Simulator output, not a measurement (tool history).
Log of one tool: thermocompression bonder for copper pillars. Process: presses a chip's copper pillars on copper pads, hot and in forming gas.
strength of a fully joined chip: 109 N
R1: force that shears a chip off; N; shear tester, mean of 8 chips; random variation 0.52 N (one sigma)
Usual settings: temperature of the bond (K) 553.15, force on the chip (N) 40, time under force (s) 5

{"run": 1, "hour": 0.0, "temperature of the bond (K)": 553.15, "force on the chip (N)": 40, "time under force (s)": 5, "R1": 47.3}
{"run": 2, "hour": 69.1, "temperature of the bond (K)": 553.15, "force on the chip (N)": 40, "time under force (s)": 5, "R1": 46.7}
{"run": 3, "hour": 105.9, "temperature of the bond (K)": 553.15, "force on the chip (N)": 29, "time under force (s)": 5, "R1": 32.7}
{"run": 4, "hour": 163.9, "temperature of the bond (K)": 553.15, "force on the chip (N)": 29, "time under force (s)": 5, "R1": 32.5}
{"run": 5, "hour": 200.3, "temperature of the bond (K)": 553.15, "force on the chip (N)": 29, "time under force (s)": 5, "R1": 32.2}
{"run": 6, "hour": 241.5, "temperature of the bond (K)": 553.15, "force on the chip (N)": 29, "time under force (s)": 5, "R1": 32.6}
{"run": 7, "hour": 299.0, "temperature of the bond (K)": 553.15, "force on the chip (N)": 40, "time under force (s)": 5, "R1": 47.1}
{"run": 8, "hour": 352.1, "temperature of the bond (K)": 553.15, "force on the chip (N)": 40, "time under force (s)": 5, "R1": 46.8}
{"run": 9, "hour": 397.2, "temperature of the bond (K)": 531.15, "force on the chip (N)": 29, "time under force (s)": 7, "R1": 24.8}
{"hour": 437.0, "done": "heater calibrated with a thermocouple chip"}
{"run": 10, "hour": 440.4, "temperature of the bond (K)": 571.15, "force on the chip (N)": 44, "time under force (s)": 3, "R1": 55}
{"run": 11, "hour": 501.2, "temperature of the bond (K)": 571.15, "force on the chip (N)": 44, "time under force (s)": 3, "R1": 55.3}
{"run": 12, "hour": 569.1, "temperature of the bond (K)": 571.15, "force on the chip (N)": 44, "time under force (s)": 3, "R1": 55.6}
{"run": 13, "hour": 609.7, "temperature of the bond (K)": 566.15, "force on the chip (N)": 40, "time under force (s)": 5, "R1": 55.6}

3 ways to go on from here, each from the tool as it stands after run 13. What would each give?
{"run": "A", "hour": 647.3, "temperature of the bond (K)": 562.15, "force on the chip (N)": 40, "time under force (s)": 9, "R1": "?"}
{"run": "B", "hour": 647.3, "temperature of the bond (K)": 564.15, "force on the chip (N)": 25, "time under force (s)": 3, "R1": "?"}
{"run": "C", "hour": 647.3, "temperature of the bond (K)": 528.15, "force on the chip (N)": 47, "time under force (s)": 4, "R1": "?"}

run=A R1=64.7
run=B R1=26.3
run=C R1=33.6
Without the tool's hidden state the same runs would have given:
run=A R1=64.8
run=B R1=26.4
run=C R1=33.7

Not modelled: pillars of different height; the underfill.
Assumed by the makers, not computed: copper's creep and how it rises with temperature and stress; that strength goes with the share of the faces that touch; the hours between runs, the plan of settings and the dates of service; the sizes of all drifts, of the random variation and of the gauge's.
